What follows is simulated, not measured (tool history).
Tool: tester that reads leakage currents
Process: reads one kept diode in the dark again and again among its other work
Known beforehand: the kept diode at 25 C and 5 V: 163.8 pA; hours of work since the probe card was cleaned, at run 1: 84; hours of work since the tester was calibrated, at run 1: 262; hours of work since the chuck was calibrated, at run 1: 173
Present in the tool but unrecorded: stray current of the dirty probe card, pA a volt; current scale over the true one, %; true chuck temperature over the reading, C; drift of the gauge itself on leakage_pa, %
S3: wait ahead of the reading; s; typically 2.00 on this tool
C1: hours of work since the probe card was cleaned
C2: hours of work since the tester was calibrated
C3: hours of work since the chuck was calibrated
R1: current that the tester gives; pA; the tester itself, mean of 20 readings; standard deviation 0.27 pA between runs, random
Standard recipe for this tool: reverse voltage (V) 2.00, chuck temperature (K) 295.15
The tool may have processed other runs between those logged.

{"run": 1, "hour": 0.0, "reverse voltage (V)": 2.0, "chuck temperature (K)": 295.15, "S3": 2.0, "C1": 84, "C2": 262, "C3": 173, "R1": 88.67}
{"run": 2, "hour": 132.0, "reverse voltage (V)": 2.0, "chuck temperature (K)": 295.15, "S3": 2.0, "C1": 139, "C2": 317, "C3": 228, "R1": 89.25}
{"run": 3, "hour": 236.3, "reverse voltage (V)": 2.0, "chuck temperature (K)": 295.15, "S3": 2.0, "C1": 183, "C2": 361, "C3": 272, "R1": 89.54}
{"run": 4, "hour": 333.0, "reverse voltage (V)": 2.0, "chuck temperature (K)": 295.15, "S3": 1.06, "C1": 223, "C2": 401, "C3": 312, "R1": 89.75}
{"run": 5, "hour": 435.6, "reverse voltage (V)": 2.0, "chuck temperature (K)": 295.15, "S3": 1.06, "C1": 265, "C2": 444, "C3": 355, "R1": 89.94}
{"run": 6, "hour": 524.0, "reverse voltage (V)": 2.0, "chuck temperature (K)": 295.15, "S3": 1.06, "C1": 302, "C2": 480, "C3": 391, "R1": 90.1}
{"run": 7, "hour": 633.5, "reverse voltage (V)": 2.0, "chuck temperature (K)": 295.15, "S3": 1.06, "C1": 348, "C2": 526, "C3": 437, "R1": 89.66}
{"run": 8, "hour": 716.8, "reverse voltage (V)": 2.0, "chuck temperature (K)": 302.15, "S3": 2.0, "C1": 382, "C2": 561, "C3": 472, "R1": 164.81}
{"run": 9, "hour": 788.5, "reverse voltage (V)": 2.0, "chuck temperature (K)": 302.15, "S3": 2.0, "C1": 412, "C2": 590, "C3": 501, "R1": 165.46}
{"run": 10, "hour": 896.0, "reverse voltage (V)": 2.0, "chuck temperature (K)": 295.15, "S3": 0.5, "C1": 457, "C2": 635, "C3": 546, "R1": 90.77}
{"run": 11, "hour": 966.9, "reverse voltage (V)": 2.0, "chuck temperature (K)": 295.15, "S3": 0.5, "C1": 487, "C2": 665, "C3": 576, "R1": 91.26}
{"run": 12, "hour": 1081.1, "reverse voltage (V)": 2.0, "chuck temperature (K)": 295.15, "S3": 0.5, "C1": 534, "C2": 712, "C3": 623, "R1": 91.6}
{"run": 13, "hour": 1155.7, "reverse voltage (V)": 2.0, "chuck temperature (K)": 295.15, "S3": 0.5, "C1": 565, "C2": 743, "C3": 654, "R1": 91.49}
{"run": 14, "hour": 1245.0, "reverse voltage (V)": 7.18, "chuck temperature (K)": 295.15, "S3": 2.0, "C1": 602, "C2": 780, "C3": 691, "R1": 152.5}
{"run": 15, "hour": 1331.1, "reverse voltage (V)": 2.0, "chuck temperature (K)": 295.15, "S3": 2.55, "C1": 638, "C2": 816, "C3": 727, "R1": 91.38}
{"run": 16, "hour": 1447.8, "reverse voltage (V)": 2.0, "chuck temperature (K)": 295.15, "S3": 2.55, "C1": 687, "C2": 865, "C3": 776, "R1": 91.61}
{"run": 17, "hour": 1566.1, "reverse voltage (V)": 2.0, "chuck temperature (K)": 295.15, "S3": 2.55, "C1": 736, "C2": 914, "C3": 825, "R1": 91.44}
{"run": 18, "hour": 1649.4, "reverse voltage (V)": 2.0, "chuck temperature (K)": 295.15, "S3": 2.55, "C1": 771, "C2": 949, "C3": 860, "R1": 90.73}
{"hour": 1659.5, "done": "chuck's temperature calibrated"}
{"run": 19, "hour": 1761.0, "reverse voltage (V)": 2.0, "chuck temperature (K)": 295.15, "S3": 2.55, "C1": 816, "C2": 994, "C3": 42, "R1": 92.95}
{"run": 20, "hour": 1870.5, "reverse voltage (V)": 2.0, "chuck temperature (K)": 295.15, "S3": 2.55, "C1": 862, "C2": 1040, "C3": 88, "R1": 93.57}
{"run": 21, "hour": 2007.5, "reverse voltage (V)": 15.83, "chuck temperature (K)": 314.15, "S3": 2.0, "C1": 919, "C2": 1097, "C3": 145, "R1": 1022.98}
{"run": 22, "hour": 2119.5, "reverse voltage (V)": 2.0, "chuck temperature (K)": 314.15, "S3": 0.73, "C1": 965, "C2": 1143, "C3": 191, "R1": 451.57}
{"run": 23, "hour": 2272.2, "reverse voltage (V)": 16.72, "chuck temperature (K)": 325.15, "S3": 5.06, "C1": 1029, "C2": 1207, "C3": 255, "R1": 2391.62}
{"hour": 2335.4, "done": "chuck's temperature calibrated, once more"}
{"run": 24, "hour": 2386.8, "reverse voltage (V)": 7.52, "chuck temperature (K)": 297.15, "S3": 2.0, "C1": 1076, "C2": 1254, "C3": 21, "R1": 183.36}
{"run": 25, "hour": 2479.4, "reverse voltage (V)": 2.85, "chuck temperature (K)": 297.15, "S3": 3.6, "C1": 1114, "C2": 1292, "C3": 60, "R1": 123.34}
{"run": 26, "hour": 2615.0, "reverse voltage (V)": 1.96, "chuck temperature (K)": 296.15, "S3": 2.0, "C1": 1171, "C2": 1349, "C3": 116, "R1": 98.33}
{"run": 27, "hour": 2775.4, "reverse voltage (V)": 1.96, "chuck temperature (K)": 296.15, "S3": 2.0, "C1": 1237, "C2": 1415, "C3": 183, "R1": 98.45}
{"run": 28, "hour": 2909.4, "reverse voltage (V)": 13.63, "chuck temperature (K)": 317.15, "S3": 2.0, "C1": 1293, "C2": 1471, "C3": 239, "R1": 1182.95}
{"run": 29, "hour": 3029.1, "reverse voltage (V)": 2.0, "chuck temperature (K)": 295.15, "S3": 2.72, "C1": 1343, "C2": 1521, "C3": 289, "R1": 91.13}
{"run": 30, "hour": 3131.9, "reverse voltage (V)": 2.0, "chuck temperature (K)": 305.15, "S3": 0.74, "C1": 1386, "C2": 1564, "C3": 331, "R1": 213.83}
{"run": 31, "hour": 3248.9, "reverse voltage (V)": 1.09, "chuck temperature (K)": 301.15, "S3": 5.3, "C1": 1434, "C2": 1613, "C3": 380, "R1": 120.74}
{"run": 32, "hour": 3340.7, "reverse voltage (V)": 2.9, "chuck temperature (K)": 308.15, "S3": 4.29, "C1": 1473, "C2": 1651, "C3": 418, "R1": 317.88}
{"run": 33, "hour": 3416.2, "reverse voltage (V)": 7.87, "chuck temperature (K)": 333.15, "S3": 2.0, "C1": 1504, "C2": 1682, "C3": 450, "R1": 3081.39}
{"run": 34, "hour": 3501.1, "reverse voltage (V)": 7.87, "chuck temperature (K)": 333.15, "S3": 2.0, "C1": 1539, "C2": 1717, "C3": 485, "R1": 3086.26}
{"run": 35, "hour": 3628.9, "reverse voltage (V)": 8.7, "chuck temperature (K)": 312.15, "S3": 0.41, "C1": 1593, "C2": 1771, "C3": 538, "R1": 682.47}
{"run": 36, "hour": 3730.1, "reverse voltage (V)": 13.65, "chuck temperature (K)": 324.15, "S3": 2.0, "C1": 1635, "C2": 1813, "C3": 580, "R1": 2021.65}
{"run": 37, "hour": 3874.1, "reverse voltage (V)": 2.0, "chuck temperature (K)": 295.15, "S3": 0.32, "C1": 1695, "C2": 1873, "C3": 640, "R1": 94.06}
{"run": 38, "hour": 4025.6, "reverse voltage (V)": 2.0, "chuck temperature (K)": 295.15, "S3": 0.32, "C1": 1758, "C2": 1936, "C3": 703, "R1": 93.65}
{"run": 39, "hour": 4126.8, "reverse voltage (V)": 2.47, "chuck temperature (K)": 320.15, "S3": 0.32, "C1": 1800, "C2": 1978, "C3": 745, "R1": 771.96}
{"run": 40, "hour": 4196.0, "reverse voltage (V)": 2.0, "chuck temperature (K)": 295.15, "S3": 2.66, "C1": 1829, "C2": 2007, "C3": 774, "R1": 93.1}

Here are 4 independent what-if runs from the current tool condition. What would each one return?
{"run": "A", "hour": 4352.2, "reverse voltage (V)": 2.25, "chuck temperature (K)": 295.15, "S3": 2.0, "C1": 1894, "C2": 2072, "C3": 839, "R1": "?"}
{"run": "B", "hour": 4352.2, "reverse voltage (V)": 2.0, "chuck temperature (K)": 295.15, "S3": 3.26, "C1": 1894, "C2": 2072, "C3": 839, "R1": "?"}
{"run": "C", "hour": 4352.2, "reverse voltage (V)": 2.0, "chuck temperature (K)": 295.15, "S3": 1.23, "C1": 1894, "C2": 2072, "C3": 839, "R1": "?"}
{"run": "D", "hour": 4352.2, "reverse voltage (V)": 15.51, "chuck temperature (K)": 295.15, "S3": 1.95, "C1": 1894, "C2": 2072, "C3": 839, "R1": "?"}

run=A R1=98.59
run=B R1=93.32
run=C R1=93.56
run=D R1=225.50
Without the tool's unlogged condition, the same runs would have read:
run=A R1=92.40
run=B R1=87.64
run=C R1=87.87
run=D R1=198.58
